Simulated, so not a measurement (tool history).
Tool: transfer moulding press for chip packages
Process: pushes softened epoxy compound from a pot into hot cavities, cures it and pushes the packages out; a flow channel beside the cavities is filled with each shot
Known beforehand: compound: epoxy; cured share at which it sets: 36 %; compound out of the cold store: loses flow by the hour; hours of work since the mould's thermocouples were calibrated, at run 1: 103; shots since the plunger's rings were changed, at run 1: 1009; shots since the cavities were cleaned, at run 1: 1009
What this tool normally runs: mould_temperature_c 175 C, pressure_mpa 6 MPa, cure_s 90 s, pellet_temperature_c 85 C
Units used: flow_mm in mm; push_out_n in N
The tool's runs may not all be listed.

| run | hour | mould_temperature_c | pressure_mpa | cure_s | pellet_temperature_c | hours of work since the mould's thermocouples were calibrated | shots since the plunger's rings were changed | shots since the cavities were cleaned | incoming compound's hours out of the cold store | flow_mm | push_out_n |
|---|---|---|---|---|---|---|---|---|---|---|---|
| 1 | 0 | 175 | 6 | 90 | 85 | 103 | 1009 | 1009 | 31.4 | 864 | 699 |
| 2 | 16.4 | 175 | 6 | 90 | 85 | 111 | 1153 | 1153 | 31 | 866 | 707 |
|  | 20.3 | cavities cleaned with cleaning compound and waxed |
| 3 | 28.9 | 175 | 6 | 90 | 85 | 116 | 1250 | 75 | 45.5 | 806 | 890 |
| 4 | 44.8 | 175 | 6 | 90 | 85 | 124 | 1390 | 215 | 21.7 | 905 | 882 |
| 5 | 57.6 | 175 | 6 | 116 | 85 | 130 | 1502 | 327 | 41.4 | 824 | 750 |
| 6 | 70.3 | 175 | 6 | 116 | 85 | 136 | 1614 | 439 | 46.9 | 797 | 723 |
| 7 | 82.5 | 175 | 6 | 116 | 85 | 142 | 1722 | 547 | 31.2 | 857 | 752 |
| 8 | 92.4 | 175 | 6 | 90 | 85 | 147 | 1809 | 634 | 43.8 | 809 | 857 |
| 9 | 109.2 | 175 | 6 | 90 | 85 | 155 | 1956 | 781 | 23.8 | 885 | 842 |
|  | 112.2 | cavities cleaned with cleaning compound and waxed, once more |
| 10 | 124.1 | 175 | 6 | 90 | 85 | 161 | 2074 | 105 | 10.4 | 943 | 494 |
| 11 | 140.1 | 175 | 6 | 90 | 85 | 169 | 2215 | 246 | 9 | 951 | 555 |
| 12 | 155.6 | 175 | 6 | 90 | 85 | 176 | 2351 | 382 | 24.3 | 888 | 560 |
| 13 | 171.6 | 175 | 6 | 90 | 94 | 184 | 2492 | 523 | 14.5 | 918 | 584 |
| 14 | 178.6 | 175 | 6 | 90 | 94 | 187 | 2553 | 584 | 11 | 937 | 627 |
| 15 | 187.2 | 175 | 6 | 90 | 94 | 191 | 2629 | 660 | 21.1 | 889 | 625 |
| 16 | 202.6 | 175 | 6.79 | 90 | 94 | 198 | 2765 | 796 | 29.7 | 907 | 640 |
| 17 | 212.9 | 173 | 6 | 123 | 90 | 203 | 2855 | 886 | 11.9 | 934 | 570 |
| 18 | 226.3 | 177 | 6 | 90 | 75 | 210 | 2973 | 1004 | 26.5 | 869 | 667 |
| 19 | 234.9 | 175 | 6 | 97 | 85 | 214 | 3048 | 1079 | 38.4 | 823 | 612 |
| 20 | 243.7 | 168 | 6 | 90 | 76 | 218 | 3125 | 1156 | 13.8 | 938 | 1085 |
|  | 247.3 | cavities cleaned with cleaning compound and waxed |
| 21 | 256.5 | 168 | 6 | 90 | 76 | 223 | 3225 | 81 | 27.5 | 881 | 669 |
|  | 262.7 | plunger's sealing rings changed |
| 22 | 273.7 | 168 | 6 | 90 | 76 | 230 | 97 | 211 | 11.1 | 972 | 813 |
| 23 | 289.3 | 167 | 6.75 | 129 | 83 | 238 | 234 | 348 | 37.9 | 908 | 493 |
| 24 | 298.1 | 167 | 6.75 | 129 | 83 | 242 | 311 | 425 | 40.1 | 903 | 517 |
| 25 | 306.4 | 167 | 6.75 | 129 | 83 | 246 | 384 | 498 | 27.9 | 956 | 526 |
| 26 | 315 | 167 | 6.75 | 129 | 83 | 250 | 459 | 573 | 42.3 | 890 | 541 |
| 27 | 322.1 | 169 | 7.38 | 90 | 85 | 254 | 522 | 636 | 12.7 | 1065 | 845 |
| 28 | 331.4 | 168 | 7.38 | 90 | 94 | 258 | 603 | 717 | 46.1 | 913 | 819 |
| 29 | 345.3 | 175 | 6.43 | 90 | 85 | 265 | 726 | 840 | 14 | 969 | 677 |

Alternative continuations, all from the tool just after run 29; predict every row:
| A | 354.7 | 175 | 5.88 | 90 | 85 | 269 | 809 | 923 | 45.1 | ? | ? |
| B | 354.7 | 182 | 6.43 | 70 | 84 | 269 | 809 | 923 | 8.2 | ? | ? |
| C | 354.7 | 175 | 6 | 128 | 85 | 269 | 809 | 923 | 10.6 | ? | ? |

| run | flow_mm | push_out_n |
|---|---|---|
| A | 804 | 637 |
| B | 980 | 784 |
| C | 952 | 556 |
With the hidden condition removed and each run's random variation left untouched, the same runs would have given:
| run | flow_mm | push_out_n |
|---|---|---|
| A | 812 | 411 |
| B | 989 | 512 |
| C | 961 | 350 |
